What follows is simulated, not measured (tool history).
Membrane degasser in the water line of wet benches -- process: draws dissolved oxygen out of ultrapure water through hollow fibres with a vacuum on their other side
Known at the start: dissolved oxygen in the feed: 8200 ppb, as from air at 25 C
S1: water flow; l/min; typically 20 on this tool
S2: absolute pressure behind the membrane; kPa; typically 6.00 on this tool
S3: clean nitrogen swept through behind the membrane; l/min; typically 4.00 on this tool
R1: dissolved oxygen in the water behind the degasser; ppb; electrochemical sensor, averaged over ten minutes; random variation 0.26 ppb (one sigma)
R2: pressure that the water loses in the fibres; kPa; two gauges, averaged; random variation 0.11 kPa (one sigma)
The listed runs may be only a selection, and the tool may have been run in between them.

run      day  S1     S2     S3     R1     R2
  1    0.000  20   6.00   4.00   44.8  45.56
  2    3.592  20   6.00   4.00   45.1  45.76
  3    9.329  20   4.16   4.00   21.6  45.52
  4   15.762  20   4.16   4.00   21.5  45.75
  5   22.412  20   4.16   4.00   21.8  45.53
  6   26.258  18   6.00   4.00   38.3  41.03
  7   34.729  20   6.00   3.73   47.8  45.58
      38.550  -- seals of the vacuum lines changed
  8   42.483  16   6.00   4.00   30.4  36.49
  9   50.112  16   6.00  10.53   13.5  36.77
 10   57.988  16   6.00  10.53   13.7  36.61
 11   65.171  16   6.00  10.53   13.8  36.64
 12   68.942  28   6.00  10.53   57.9  64.31
 13   73.192  28   6.00  10.53   57.4  64.11
 14   77.025  28   6.00  10.53   57.5  64.30
 15   81.875  28   6.00  10.53   57.4  64.33
 16   87.292  28   6.00  10.53   57.6  64.12
 17   94.983  14   6.00   2.34   44.2  32.10
     100.738  -- vacuum gauge calibrated
 18  101.871  20   4.75   4.00   28.4  46.12
 19  105.900  31   4.75   2.15  108.7  71.14
 20  111.462  29   4.15   6.07   55.9  66.58
 21  119.642  29   4.15   6.07   56.7  66.49
 22  125.121  29   4.15   6.07   55.7  66.63
 23  129.196  15   3.65   2.23    9.8  34.59
 24  133.150  19   3.99   2.26   23.7  43.62
 25  137.146  14   4.34   8.03    6.3  32.20
 26  142.996  19  10.05   6.28   58.9  43.69
 27  149.583  19  10.05   6.28   58.8  43.85
 28  156.217  19   5.58   1.68   71.2  43.97
 29  162.367  19   5.58   1.68   71.6  43.87
 30  170.312  19   5.97   2.88   52.7  43.72
 31  174.958  19   5.97   2.88   52.4  43.87

Forecast each of these 3 alternatives for the next run:
  A  181.450  22  12.95  11.27   ?   ?
  B  181.450  21   6.00   4.00   ?   ?
  C  181.450  20   4.51   6.12   ?   ?

run    R1     R2
  A  62.4  50.95
  B  48.7  48.38
  C  20.2  46.21
Without the tool's hidden state the same runs would have given:
run    R1     R2
  A  59.7  49.87
  B  46.0  47.35
  C  18.3  45.23
